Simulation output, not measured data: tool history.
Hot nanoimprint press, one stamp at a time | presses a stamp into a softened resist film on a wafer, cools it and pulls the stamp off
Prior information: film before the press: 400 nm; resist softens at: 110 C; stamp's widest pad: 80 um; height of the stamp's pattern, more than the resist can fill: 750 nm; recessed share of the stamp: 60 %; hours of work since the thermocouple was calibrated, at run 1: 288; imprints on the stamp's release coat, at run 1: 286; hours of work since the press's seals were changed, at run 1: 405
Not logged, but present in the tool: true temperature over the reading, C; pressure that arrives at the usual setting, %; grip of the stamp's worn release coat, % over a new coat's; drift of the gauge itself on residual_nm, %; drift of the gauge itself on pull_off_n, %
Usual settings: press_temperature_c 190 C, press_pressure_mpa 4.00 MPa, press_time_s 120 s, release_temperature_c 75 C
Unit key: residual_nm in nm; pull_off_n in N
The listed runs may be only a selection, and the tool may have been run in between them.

run	day	press_temperature_c	press_pressure_mpa	press_time_s	release_temperature_c	hours of work since the thermocouple was calibrated	imprints on the stamp's release coat	hours of work since the press's seals were changed	residual_nm	pull_off_n
1	0.000	190	4.00	120	75	288	286	405	206.5	121
2	2.333	193	4.00	120	75	322	491	438	183.9	133
3	3.604	190	4.00	120	75	340	602	457	206.4	133
4	5.946	190	3.36	120	75	374	807	490	222.2	141
# day 6.642: stamp cleaned and given a new release coat
5	8.392	190	4.00	120	75	405	153	522	206.3	118
6	10.262	190	4.00	120	75	432	317	549	205.6	122
7	12.088	190	3.64	120	75	459	477	575	214.0	130
# day 12.325: plate thermocouple calibrated
8	13.517	190	4.91	61	75	17	591	594	232.9	131
9	15.579	184	2.83	144	71	47	772	624	271.3	145
# day 16.746: stamp cleaned and given a new release coat
10	18.088	184	2.83	144	71	79	117	656	270.2	125
11	19.342	193	4.00	76	75	98	227	674	212.4	121
12	20.962	194	5.09	200	74	121	369	698	127.2	125

Here are 3 independent what-if runs from the current tool condition. What would each one return?
# day 22.062: plate thermocouple calibrated, once more
A	23.117	184	3.75	120	71	15	547	727	?	?
# day 22.062: plate thermocouple calibrated, once more
B	23.117	194	5.09	200	79	15	547	727	?	?
# day 22.062: plate thermocouple calibrated, once more
C	23.117	189	2.55	200	74	15	547	727	?	?

run	residual_nm	pull_off_n
A	265.2	146
B	132.5	129
C	222.8	132
Had the tool no hidden state, the same runs would have come out as:
run	residual_nm	pull_off_n
A	262.9	126
B	130.0	111
C	221.4	113

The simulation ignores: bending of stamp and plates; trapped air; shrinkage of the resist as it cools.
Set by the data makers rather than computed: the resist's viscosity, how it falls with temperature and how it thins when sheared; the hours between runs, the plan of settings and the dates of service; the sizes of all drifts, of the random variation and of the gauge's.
